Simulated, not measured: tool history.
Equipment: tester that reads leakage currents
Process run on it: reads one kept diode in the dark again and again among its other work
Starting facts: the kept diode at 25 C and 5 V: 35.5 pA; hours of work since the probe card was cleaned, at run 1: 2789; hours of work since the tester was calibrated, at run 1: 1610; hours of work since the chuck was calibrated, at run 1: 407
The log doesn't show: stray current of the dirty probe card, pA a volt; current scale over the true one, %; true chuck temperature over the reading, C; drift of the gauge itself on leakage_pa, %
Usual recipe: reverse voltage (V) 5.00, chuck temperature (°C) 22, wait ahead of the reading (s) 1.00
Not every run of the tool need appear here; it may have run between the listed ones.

run	hour	reverse voltage (V)	chuck temperature (°C)	wait ahead of the reading (s)	hours of work since the probe card was cleaned	hours of work since the tester was calibrated	hours of work since the chuck was calibrated	current that the tester gives (pA)
1	0.0	5.00	22	1.00	2789	1610	407	29.26
2	65.1	5.00	22	1.00	2840	1661	458	29.40
3	139.0	5.00	22	1.00	2897	1718	515	29.43
4	198.6	11.98	22	1.00	2944	1765	562	44.15
# hour 290.6: probe card cleaned and baked
5	290.6	4.74	22	1.00	0	1834	631	28.60
6	371.6	7.91	22	1.00	63	1898	694	36.31
# hour 403.5: chuck's temperature calibrated
7	426.5	5.00	22	1.00	105	1939	18	29.28
8	516.0	5.00	22	1.00	174	2009	88	29.35
9	563.7	5.00	22	1.00	212	2046	125	29.16
10	644.5	5.00	22	1.00	275	2109	188	29.29
11	687.8	5.00	22	1.00	308	2143	222	29.38
12	764.0	5.00	28	1.00	368	2202	281	45.91
13	846.9	5.00	22	1.00	433	2267	346	29.50
14	932.7	5.00	22	1.00	500	2334	413	29.38
15	998.6	5.00	22	1.00	551	2385	464	29.46
16	1053.8	5.00	22	1.00	594	2428	508	29.50
17	1136.2	4.37	22	1.00	658	2493	572	27.57
18	1213.6	4.37	22	1.00	719	2553	632	27.56
19	1265.7	5.00	22	6.57	759	2594	673	28.60
# hour 1322.3: chuck's temperature calibrated
20	1325.1	5.00	22	1.00	804	2639	2	29.27
21	1414.2	5.00	22	1.00	874	2708	72	29.48
22	1485.6	4.71	32	1.00	929	2764	127	58.69
23	1543.0	4.71	35	1.00	974	2809	172	73.22
24	1635.7	3.05	35	1.86	1047	2881	245	59.55
25	1710.6	4.08	22	3.97	1105	2939	303	25.97
26	1769.8	6.38	34	7.13	1151	2986	349	76.65
27	1852.9	6.38	34	7.13	1216	3051	414	76.61
28	1937.8	8.40	32	1.00	1282	3117	480	76.72
29	1990.6	8.40	32	1.00	1324	3158	521	76.47
30	2055.0	5.00	37	0.46	1374	3208	572	87.30
31	2123.3	5.00	37	0.46	1427	3261	625	87.04

Run 32, settings as shown, results not yet in. Your forecast:
32	2209.6	5.00	52	0.46	1494	3329	692	?

current that the tester gives (pA): 232.05
With no hidden state in the tool, this same run would have given current that the tester gives (pA) 231.98.
